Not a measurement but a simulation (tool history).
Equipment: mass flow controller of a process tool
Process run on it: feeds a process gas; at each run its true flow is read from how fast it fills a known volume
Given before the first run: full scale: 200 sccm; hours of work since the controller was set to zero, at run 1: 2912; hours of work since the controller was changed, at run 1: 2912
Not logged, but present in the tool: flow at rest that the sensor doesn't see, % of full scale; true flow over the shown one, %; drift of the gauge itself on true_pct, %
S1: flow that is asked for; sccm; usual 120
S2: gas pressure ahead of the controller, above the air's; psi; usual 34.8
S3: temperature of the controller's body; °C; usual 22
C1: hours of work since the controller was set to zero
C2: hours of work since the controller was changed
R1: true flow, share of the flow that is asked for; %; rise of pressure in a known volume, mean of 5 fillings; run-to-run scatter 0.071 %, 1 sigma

run	day	S1	S2	S3	C1	C2	R1
1	0	120	34.8	22	2912	2912	101.13
2	9.438	120	34.8	22	3023	3023	100.99
3	16.654	120	34.8	22	3107	3107	101.14
4	25.267	120	33.1	22	3208	3208	101.13
5	30.908	120	33.1	22	3274	3274	101.24
6	35.958	120	33.1	22	3333	3333	101.19
7	45.479	120	34.8	22	3444	3444	101.27
8	51.867	120	34.8	22	3519	3519	101.21
9	56.738	120	34.8	22	3576	3576	101.4
10	66.262	120	34.8	22	3687	3687	101.37
11	72.029	24	20.6	39	3755	3755	96.86
12	76.183	24	20.6	39	3803	3803	96.8
13	81.433	101	32.6	22	3865	3865	101.2
14	91.204	58	38.1	32	3979	3979	100.27
15	99.075	58	38.1	32	4071	4071	100.26
16	108.554	58	29	32	4182	4182	99.97
17	117.05	58	29	32	4281	4281	99.93
18	122.079	58	29	32	4340	4340	99.84
19	128.483	32	34.8	33	4415	4415	98.35

Here are 5 independent what-if runs from the current tool condition. What would each one return?
A	135.646	91	34.8	33	4498	4498	?
B	135.646	70	34.8	22	4498	4498	?
C	135.646	120	32.6	22	4498	4498	?
D	135.646	42	27.4	33	4498	4498	?
E	135.646	120	36.1	25	4498	4498	?

run	R1
A	101.04
B	100.89
C	101.53
D	99.23
E	101.78
With the hidden condition removed and each run's random variation left untouched, the same runs would have given:
run	R1
A	99.66
B	99.9
C	99.84
D	99.34
E	100.09
